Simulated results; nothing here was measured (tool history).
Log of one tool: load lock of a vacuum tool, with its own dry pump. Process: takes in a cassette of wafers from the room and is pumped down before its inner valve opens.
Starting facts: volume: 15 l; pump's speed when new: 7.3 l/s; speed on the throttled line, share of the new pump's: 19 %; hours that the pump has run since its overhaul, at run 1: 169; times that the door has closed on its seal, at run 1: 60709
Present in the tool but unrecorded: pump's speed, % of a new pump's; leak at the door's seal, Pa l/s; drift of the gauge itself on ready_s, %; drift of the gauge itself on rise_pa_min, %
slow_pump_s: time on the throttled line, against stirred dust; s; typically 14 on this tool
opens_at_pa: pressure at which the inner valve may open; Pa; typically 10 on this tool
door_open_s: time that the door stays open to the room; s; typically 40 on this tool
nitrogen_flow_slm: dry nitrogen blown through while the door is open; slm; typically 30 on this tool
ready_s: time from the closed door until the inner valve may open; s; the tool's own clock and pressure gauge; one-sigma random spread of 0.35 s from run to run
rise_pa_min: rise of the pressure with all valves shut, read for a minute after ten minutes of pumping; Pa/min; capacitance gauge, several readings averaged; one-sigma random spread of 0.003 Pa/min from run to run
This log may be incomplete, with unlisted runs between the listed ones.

run,hour,slow_pump_s,opens_at_pa,door_open_s,nitrogen_flow_slm,hours that the pump has run since its overhaul,times that the door has closed on its seal,"incoming humidity of the room's air, %",ready_s,rise_pa_min
1,0.0,14,10,40,30,169,60709,45.6,31.1,0.182
2,350.0,14,10,40,30,519,62345,44.6,30.5,0.186
3,747.6,14,10,40,30,916,64204,46.1,30.9,0.198
4,1049.1,14,10,40,17,1218,65614,44.7,30.6,0.214
5,1324.2,14,10,40,17,1493,66900,41.4,30.6,0.222
# hour 1413.4: door's seal changed, seat wiped
6,1695.8,14,10,40,17,1863,1320,46.9,30.7,0.055
7,1993.8,14,10,40,17,2161,2713,43.4,31.3,0.055
8,2212.4,14,10,40,17,2380,3735,46.8,30.8,0.056
9,2480.8,14,10,143,30,2648,4990,43.5,31.4,0.080
10,2757.7,14,10,237,6,2925,6285,48.8,31.4,0.239
11,3136.8,8,10,237,31,3304,8057,42.9,26.0,0.102
12,3365.3,9,10,40,11,3533,9125,44.0,27.8,0.064
13,3867.8,28,10,48,10,4035,11475,40.5,42.8,0.077
14,4168.8,28,10,48,10,4336,12882,46.5,42.2,0.088
15,4433.4,14,10,50,30,4601,14119,41.3,31.8,0.053
16,4888.4,21,8,132,30,5056,16246,46.2,38.4,0.093
17,5344.9,21,19,39,30,5512,18380,45.3,35.9,0.062
18,5651.8,21,19,39,30,5819,19815,44.1,36.2,0.062

Table of differences, measured result less the result of that run with no hidden state. Run-to-run variation is the same in both. Gauge scatter possibly is not:
run,ready_s,rise_pa_min
1,+0.3,+0.143
2,+0.3,+0.151
3,+0.4,+0.157
4,+0.5,+0.163
5,+0.6,+0.170
6,+0.6,+0.001
7,+0.7,+0.002
8,+0.8,+0.002
9,+0.8,+0.003
10,+0.9,+0.005
11,+1.0,+0.007
12,+1.1,+0.008
13,+1.0,+0.011
14,+1.0,+0.013
15,+1.2,+0.015
16,+1.3,+0.018
17,+1.2,+0.021
18,+1.3,+0.024
